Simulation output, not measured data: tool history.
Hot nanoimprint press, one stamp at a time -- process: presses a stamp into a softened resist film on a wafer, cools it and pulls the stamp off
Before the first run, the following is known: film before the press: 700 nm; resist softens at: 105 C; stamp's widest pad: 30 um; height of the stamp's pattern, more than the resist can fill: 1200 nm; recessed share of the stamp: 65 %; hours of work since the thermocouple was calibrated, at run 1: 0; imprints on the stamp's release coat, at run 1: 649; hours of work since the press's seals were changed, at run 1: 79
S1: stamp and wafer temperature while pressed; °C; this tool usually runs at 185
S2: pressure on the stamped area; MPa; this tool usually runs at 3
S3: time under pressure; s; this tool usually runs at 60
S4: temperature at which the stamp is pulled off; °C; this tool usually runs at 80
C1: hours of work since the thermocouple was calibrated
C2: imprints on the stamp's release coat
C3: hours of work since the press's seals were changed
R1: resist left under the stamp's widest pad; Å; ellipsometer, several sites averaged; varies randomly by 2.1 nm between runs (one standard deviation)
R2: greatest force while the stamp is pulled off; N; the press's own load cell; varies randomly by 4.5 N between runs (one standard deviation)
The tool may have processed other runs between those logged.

run 1 day=0 | S1=185 S2=3 S3=60 S4=80 | C1=0 C2=649 C3=79 | R1=3374 R2=221
run 2 day=1.096 | S1=185 S2=3 S3=60 S4=80 | C1=11 C2=709 C3=91 | R1=3354 R2=218
run 3 day=2.083 | S1=185 S2=3 S3=60 S4=80 | C1=22 C2=764 C3=101 | R1=3334 R2=227
run 4 day=3.612 | S1=185 S2=3 S3=60 S4=80 | C1=38 C2=849 C3=117 | R1=3353 R2=230
-- day=3.958 stamp cleaned and given a new release coat
run 5 day=5.071 | S1=185 S2=3 S3=60 S4=80 | C1=50 C2=62 C3=130 | R1=3324 R2=224
run 6 day=6.075 | S1=185 S2=3 S3=60 S4=80 | C1=61 C2=117 C3=140 | R1=3367 R2=219
run 7 day=7.283 | S1=191 S2=3 S3=60 S4=80 | C1=74 C2=184 C3=153 | R1=2907 R2=222
run 8 day=8.833 | S1=191 S2=3 S3=60 S4=80 | C1=90 C2=270 C3=169 | R1=2906 R2=228
run 9 day=10.242 | S1=191 S2=3 S3=60 S4=80 | C1=105 C2=348 C3=184 | R1=2903 R2=224
run 10 day=11.554 | S1=191 S2=3 S3=60 S4=80 | C1=118 C2=421 C3=198 | R1=2879 R2=213
run 11 day=12.667 | S1=185 S2=3 S3=60 S4=80 | C1=130 C2=482 C3=209 | R1=3327 R2=225
run 12 day=13.717 | S1=185 S2=3 S3=60 S4=80 | C1=141 C2=540 C3=220 | R1=3371 R2=218
run 13 day=14.538 | S1=185 S2=3 S3=60 S4=80 | C1=150 C2=586 C3=229 | R1=3347 R2=223
run 14 day=15.917 | S1=190 S2=3 S3=60 S4=80 | C1=164 C2=662 C3=243 | R1=2979 R2=218
run 15 day=17.45 | S1=185 S2=3 S3=60 S4=80 | C1=180 C2=747 C3=259 | R1=3363 R2=217
run 16 day=18.983 | S1=174 S2=2.41 S3=39 S4=80 | C1=196 C2=832 C3=276 | R1=5187 R2=219
-- day=19.621 stamp cleaned and given a new release coat
run 17 day=20.646 | S1=174 S2=2.41 S3=39 S4=80 | C1=211 C2=57 C3=290 | R1=5242 R2=218
run 18 day=21.546 | S1=174 S2=2.41 S3=39 S4=80 | C1=220 C2=107 C3=300 | R1=5227 R2=220
run 19 day=22.2 | S1=174 S2=4.33 S3=45 S4=70 | C1=227 C2=143 C3=307 | R1=4232 R2=241
run 20 day=23.4 | S1=176 S2=4.8 S3=60 S4=80 | C1=240 C2=209 C3=319 | R1=3458 R2=223
run 21 day=24.196 | S1=176 S2=4.8 S3=60 S4=80 | C1=248 C2=253 C3=327 | R1=3508 R2=223
run 22 day=24.838 | S1=185 S2=3 S3=118 S4=80 | C1=255 C2=289 C3=334 | R1=2565 R2=223
run 23 day=25.946 | S1=185 S2=3 S3=118 S4=80 | C1=267 C2=350 C3=346 | R1=2601 R2=227
run 24 day=27.279 | S1=185 S2=3 S3=118 S4=80 | C1=281 C2=424 C3=360 | R1=2579 R2=219
run 25 day=28.108 | S1=185 S2=2.07 S3=118 S4=86 | C1=289 C2=470 C3=368 | R1=3066 R2=211
run 26 day=29.588 | S1=185 S2=2.07 S3=118 S4=86 | C1=305 C2=552 C3=384 | R1=3031 R2=202
run 27 day=30.642 | S1=185 S2=2.07 S3=118 S4=86 | C1=316 C2=610 C3=395 | R1=3069 R2=206
run 28 day=31.912 | S1=185 S2=2.07 S3=118 S4=86 | C1=329 C2=680 C3=408 | R1=2994 R2=206
run 29 day=32.946 | S1=185 S2=2.07 S3=118 S4=86 | C1=340 C2=738 C3=419 | R1=3071 R2=203
run 30 day=34.133 | S1=185 S2=2.86 S3=60 S4=84 | C1=352 C2=803 C3=432 | R1=3448 R2=212

Describe how what the log doesn't record of the tool's condition differs between the last listed run preceding each entry between runs and the first listed run following it.
After run 4, before run 5: stamp cleaned and given a new release coat (day 3.958)
  grip of the stamp's worn release coat, % over a new coat's: 1.3 -> 0.1
After run 16, before run 17: stamp cleaned and given a new release coat (day 19.621)
  grip of the stamp's worn release coat, % over a new coat's: 1.3 -> 0.1
